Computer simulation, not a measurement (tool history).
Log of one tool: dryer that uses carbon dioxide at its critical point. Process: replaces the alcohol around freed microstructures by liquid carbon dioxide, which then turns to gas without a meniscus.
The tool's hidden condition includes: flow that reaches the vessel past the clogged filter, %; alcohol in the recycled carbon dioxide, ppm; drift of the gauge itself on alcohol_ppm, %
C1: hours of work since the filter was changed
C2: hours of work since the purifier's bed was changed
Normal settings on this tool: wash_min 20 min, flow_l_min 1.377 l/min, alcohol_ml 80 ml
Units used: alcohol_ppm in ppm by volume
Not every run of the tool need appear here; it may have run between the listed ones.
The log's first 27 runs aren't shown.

Run 28, hour 1133.9: usual settings but wash_min 23 min, flow_l_min 1.04 l/min, alcohol_ml 46 ml; C1 31; C2 1104. Result: alcohol_ppm 118 ppm by volume.
Run 29, hour 1176.2: usual settings but wash_min 15 min; C1 55; C2 1128. Result: alcohol_ppm 261 ppm by volume.
Run 30, hour 1230.8: usual settings but wash_min 27 min, flow_l_min 1.75 l/min, alcohol_ml 45 ml; C1 86; C2 1159. Result: alcohol_ppm 71 ppm by volume.
Run 31, hour 1276: usual settings but wash_min 22 min, flow_l_min 1.47 l/min, alcohol_ml 49 ml; C1 112; C2 1185. Result: alcohol_ppm 79 ppm by volume.
Run 32, hour 1329.4: usual settings but wash_min 19 min; C1 142; C2 1215. Result: alcohol_ppm 136 ppm by volume.
Run 33, hour 1384.3: usual settings but wash_min 19 min; C1 174; C2 1246. Result: alcohol_ppm 144 ppm by volume.
At hour 1442: purifier's bed changed.
Run 34, hour 1444.8: usual settings but flow_l_min 1.2 l/min, alcohol_ml 20 ml; C1 206; C2 2. Result: alcohol_ppm 42 ppm by volume.
At hour 1479.8: inlet filter changed.
Run 35, hour 1493.3: usual settings but flow_l_min 1.25 l/min, alcohol_ml 20 ml; C1 8; C2 29. Result: alcohol_ppm 21 ppm by volume.
Run 36, hour 1517.6: usual settings but wash_min 15 min, flow_l_min 1.05 l/min, alcohol_ml 99 ml; C1 21; C2 42. Result: alcohol_ppm 728 ppm by volume.
Run 37, hour 1569.7: usual settings but wash_min 19 min, flow_l_min 1.47 l/min; C1 51; C2 72. Result: alcohol_ppm 39 ppm by volume.
Run 38, hour 1601.3: usual settings but wash_min 19 min, flow_l_min 1.47 l/min; C1 69; C2 90. Result: alcohol_ppm 49 ppm by volume.
Run 39, hour 1631.5: usual settings but wash_min 15 min, flow_l_min 1.47 l/min, alcohol_ml 28 ml; C1 86; C2 107. Result: alcohol_ppm 64 ppm by volume.
Run 40, hour 1665.9: usual settings but wash_min 30 min, flow_l_min 1.01 l/min, alcohol_ml 28 ml; C1 106; C2 127. Result: alcohol_ppm 23 ppm by volume.
Run 41, hour 1694.9: usual settings but wash_min 13 min, flow_l_min 0.96 l/min, alcohol_ml 30 ml; C1 122; C2 143. Result: alcohol_ppm 510 ppm by volume.
Run 42, hour 1748: usual settings but wash_min 13 min, flow_l_min 0.96 l/min, alcohol_ml 30 ml; C1 152; C2 173. Result: alcohol_ppm 520 ppm by volume.
Run 43, hour 1771.7: usual settings but wash_min 12 min, alcohol_ml 21 ml; C1 166; C2 187. Result: alcohol_ppm 159 ppm by volume.
Run 44, hour 1806: usual settings but wash_min 25 min, flow_l_min 1.45 l/min, alcohol_ml 23 ml; C1 185; C2 206. Result: alcohol_ppm 25 ppm by volume.
Run 45, hour 1838.8: usual settings but wash_min 23 min, flow_l_min 1.45 l/min, alcohol_ml 23 ml; C1 204; C2 225. Result: alcohol_ppm 18 ppm by volume.
At hour 1876: inlet filter changed.
Run 46, hour 1895.4: usual settings but wash_min 23 min, flow_l_min 1.45 l/min, alcohol_ml 23 ml; C1 11; C2 256. Result: alcohol_ppm 28 ppm by volume.

Here are 5 independent what-if runs from the current tool condition. What would each one return?
Run A, hour 1932.5: usual settings but wash_min 23 min, flow_l_min 0.92 l/min, alcohol_ml 23 ml; C1 32; C2 277. Result: alcohol_ppm ?.
Run B, hour 1932.5: usual settings but wash_min 23 min, flow_l_min 1.56 l/min, alcohol_ml 23 ml; C1 32; C2 277. Result: alcohol_ppm ?.
Run C, hour 1932.5: usual settings but wash_min 12 min, flow_l_min 0.85 l/min, alcohol_ml 115 ml; C1 32; C2 277. Result: alcohol_ppm ?.
Run D, hour 1932.5: usual settings but wash_min 23 min, flow_l_min 1.45 l/min, alcohol_ml 119 ml; C1 32; C2 277. Result: alcohol_ppm ?.
Run E, hour 1932.5: usual settings but wash_min 23 min, flow_l_min 2.06 l/min, alcohol_ml 67 ml; C1 32; C2 277. Result: alcohol_ppm ?.

run  alcohol_ppm
  A           74
  B           25
  C         2952
  D           33
  E           28
With the hidden condition removed and each run's random variation left untouched, the same runs would have given:
run  alcohol_ppm
  A           54
  B            8
  C         2846
  D           15
  E           11
